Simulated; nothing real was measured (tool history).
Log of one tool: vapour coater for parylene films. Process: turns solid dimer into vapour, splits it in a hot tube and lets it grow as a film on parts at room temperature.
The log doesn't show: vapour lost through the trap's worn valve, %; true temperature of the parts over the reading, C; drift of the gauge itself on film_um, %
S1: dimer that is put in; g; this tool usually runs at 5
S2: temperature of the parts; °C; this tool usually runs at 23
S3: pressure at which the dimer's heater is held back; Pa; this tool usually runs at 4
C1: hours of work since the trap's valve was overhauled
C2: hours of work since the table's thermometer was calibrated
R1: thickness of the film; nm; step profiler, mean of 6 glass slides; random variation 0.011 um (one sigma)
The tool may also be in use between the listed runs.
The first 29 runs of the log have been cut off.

{"run": 30, "hour": 531.0, "S1": 5, "S2": 27, "S3": 5.95, "C1": 109, "C2": 563, "R1": 1730}
{"run": 31, "hour": 549.9, "S1": 7, "S2": 32, "S3": 4, "C1": 123, "C2": 577, "R1": 1970}
{"run": 32, "hour": 568.1, "S1": 3, "S2": 19, "S3": 10.53, "C1": 137, "C2": 591, "R1": 1400}
{"run": 33, "hour": 581.9, "S1": 6, "S2": 16, "S3": 10.26, "C1": 147, "C2": 601, "R1": 3240}
{"run": 34, "hour": 608.1, "S1": 5, "S2": 20, "S3": 8.77, "C1": 167, "C2": 621, "R1": 2290}
{"run": 35, "hour": 628.7, "S1": 5, "S2": 19, "S3": 4.26, "C1": 182, "C2": 636, "R1": 2560}
{"run": 36, "hour": 641.5, "S1": 3, "S2": 35, "S3": 4, "C1": 191, "C2": 645, "R1": 720}
{"run": 37, "hour": 666.4, "S1": 3, "S2": 35, "S3": 4, "C1": 210, "C2": 664, "R1": 720}
{"run": 38, "hour": 677.6, "S1": 3, "S2": 35, "S3": 4, "C1": 218, "C2": 672, "R1": 720}
{"run": 39, "hour": 699.8, "S1": 2, "S2": 31, "S3": 7.99, "C1": 235, "C2": 689, "R1": 530}
{"run": 40, "hour": 722.4, "S1": 2, "S2": 31, "S3": 7.99, "C1": 252, "C2": 706, "R1": 530}
{"run": 41, "hour": 746.5, "S1": 3, "S2": 26, "S3": 2.82, "C1": 270, "C2": 724, "R1": 1120}
{"run": 42, "hour": 764.5, "S1": 5, "S2": 19, "S3": 8.55, "C1": 283, "C2": 737, "R1": 2350}
{"run": 43, "hour": 785.8, "S1": 5, "S2": 19, "S3": 8.55, "C1": 299, "C2": 753, "R1": 2340}
{"run": 44, "hour": 802.2, "S1": 3, "S2": 23, "S3": 8.84, "C1": 311, "C2": 765, "R1": 1150}
{"hour": 807.4, "done": "trap's valve overhauled"}
{"run": 45, "hour": 826.2, "S1": 7, "S2": 18, "S3": 4, "C1": 14, "C2": 780, "R1": 3970}
{"run": 46, "hour": 845.2, "S1": 8, "S2": 30, "S3": 3.11, "C1": 28, "C2": 794, "R1": 2590}
{"run": 47, "hour": 860.7, "S1": 7, "S2": 30, "S3": 2.16, "C1": 40, "C2": 806, "R1": 2360}

Below are 3 alternative next runs, each starting from the tool's condition after run 47. Predict each:
{"run": "A", "hour": 879.5, "S1": 7, "S2": 22, "S3": 7.06, "C1": 54, "C2": 820, "R1": "?"}
{"run": "B", "hour": 879.5, "S1": 7, "S2": 30, "S3": 3.65, "C1": 54, "C2": 820, "R1": "?"}
{"run": "C", "hour": 879.5, "S1": 7, "S2": 31, "S3": 7.32, "C1": 54, "C2": 820, "R1": "?"}

run=A R1=3050
run=B R1=2230
run=C R1=2010
The same runs, with their run-to-run variation unchanged, on a tool lacking any hidden condition would have given:
run=A R1=3040
run=B R1=2220
run=C R1=2000
